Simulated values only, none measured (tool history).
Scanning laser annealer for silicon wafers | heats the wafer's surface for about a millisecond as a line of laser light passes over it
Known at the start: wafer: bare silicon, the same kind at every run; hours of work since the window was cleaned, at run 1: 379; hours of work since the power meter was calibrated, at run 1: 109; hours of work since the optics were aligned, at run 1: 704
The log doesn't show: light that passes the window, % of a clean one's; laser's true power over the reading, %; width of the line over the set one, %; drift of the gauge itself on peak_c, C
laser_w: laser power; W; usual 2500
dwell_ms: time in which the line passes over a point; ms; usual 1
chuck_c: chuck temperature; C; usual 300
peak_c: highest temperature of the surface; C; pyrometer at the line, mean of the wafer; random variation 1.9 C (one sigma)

run     day  laser_w  dwell_ms  chuck_c  hours of work since the window was cleaned  hours of work since the power meter was calibrated  hours of work since the optics were aligned  peak_c
  1       0     2500         1      300                                         379                                                 109                                          704    1110
  2   0.583     2500         1      300                                         385                                                 116                                          711    1109
  3   0.929     2500         1      293                                         389                                                 119                                          714    1102
  4   1.342     2500         1      293                                         393                                                 124                                          719    1102
  5    1.65     2500       1.1      300                                         396                                                 127                                          722    1157
  6   1.925     2606       1.1      300                                         399                                                 130                                          725    1198
  7   2.175     2184         1      300                                         402                                                 132                                          727     987
  8   2.492     2500         1      300                                         405                                                 136                                          731    1110
  9   2.812     2500         1      300                                         409                                                 139                                          734    1106
 10     3.2     2500         1      300                                         413                                                 143                                          738    1107
 11   3.675     2672         1      300                                         418                                                 148                                          743    1179
 12   4.212     2500         1      311                                         423                                                 154                                          749    1118
 13   4.708     2500         1      300                                         429                                                 159                                          754    1108
 14   5.146     2500      0.83      300                                         433                                                 164                                          759    1024
 15   5.688     2500      0.83      300                                         439                                                 170                                          765    1027
 16   6.017     2500         1      300                                         443                                                 173                                          768    1111
 17   6.379     2390         1      300                                         446                                                 177                                          772    1064
 18   6.704     2147      1.22      300                                         450                                                 181                                          775    1051
 19   6.975     2283      0.83      288                                         453                                                 183                                          778     939
 20   7.271     2500         1      311                                         456                                                 187                                          781    1119
 21   7.683     2148         1      333                                         460                                                 191                                          786    1005
 22   7.929     2148      0.96      333                                         463                                                 194                                          788     989
 23   8.317     2500      0.97      285                                         467                                                 198                                          793    1079
 24   8.629     2500      0.97      285                                         470                                                 201                                          796    1081
 25   9.133     2500         1      326                                         476                                                 206                                          801    1136
 26   9.667     2500         1      326                                         481                                                 212                                          807    1134
 27  10.096     2500         1      326                                         486                                                 216                                          811    1138
 28  10.592     2500         1      326                                         491                                                 222                                          817    1133
 29  11.117     2216      0.76      311                                         497                                                 227                                          822     907
 30  11.496     2216      0.76      311                                         501                                                 231                                          826     902
 31  11.883     2216      0.76      311                                         505                                                 235                                          830     903
 32  12.383     2216      0.76      311                                         510                                                 241                                          836     906
 33  12.721     2357      0.88      287                                         514                                                 244                                          839     983

3 ways to go on from here, each from the tool as it stands after run 33. What would each give?
  A  12.962     2500      0.93      332                                         516                                                 247                                          842       ?
  B  12.962     2357      0.84      338                                         516                                                 247                                          842       ?
  C  12.962     2314      0.89      289                                         516                                                 247                                          842       ?

run  peak_c
  A    1106
  B    1016
  C     975
Without the tool's hidden state the same runs would have given:
run  peak_c
  A    1107
  B    1016
  C     976
